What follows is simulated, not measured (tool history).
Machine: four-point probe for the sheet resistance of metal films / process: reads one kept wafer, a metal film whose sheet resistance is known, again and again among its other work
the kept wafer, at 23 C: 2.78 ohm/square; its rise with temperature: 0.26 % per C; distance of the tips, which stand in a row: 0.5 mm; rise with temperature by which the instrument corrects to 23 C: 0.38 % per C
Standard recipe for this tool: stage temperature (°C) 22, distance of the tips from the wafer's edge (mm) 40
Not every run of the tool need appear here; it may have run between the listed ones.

run,hour,stage temperature (°C),distance of the tips from the wafer's edge (mm),sheet resistance as the instrument gives it (ohm/square)
1,0.0,22,40,2.783456
2,51.6,22,40,2.783189
3,90.3,22,40,2.783314
4,126.7,22,72,2.783968
5,159.8,22,40,2.784939
6,217.6,22,14,2.785952
7,280.1,22,14,2.786016
8,311.2,22,14,2.784297
9,373.6,19,6,2.804514
10,408.9,33,12,2.751659

Alternative continuations, all from the tool just after run 10; predict every row:
A,469.5,33,46,?
B,469.5,27,12,?
C,469.5,32,3,?
D,469.5,23,13,?

run,sheet resistance as the instrument gives it (ohm/square)
A,2.749575
B,2.770149
C,2.792799
D,2.783166
The same runs, with their run-to-run variation unchanged, on a tool lacking any hidden condition would have given:
run,sheet resistance as the instrument gives it (ohm/square)
A,2.748089
B,2.768706
C,2.791305
D,2.781754

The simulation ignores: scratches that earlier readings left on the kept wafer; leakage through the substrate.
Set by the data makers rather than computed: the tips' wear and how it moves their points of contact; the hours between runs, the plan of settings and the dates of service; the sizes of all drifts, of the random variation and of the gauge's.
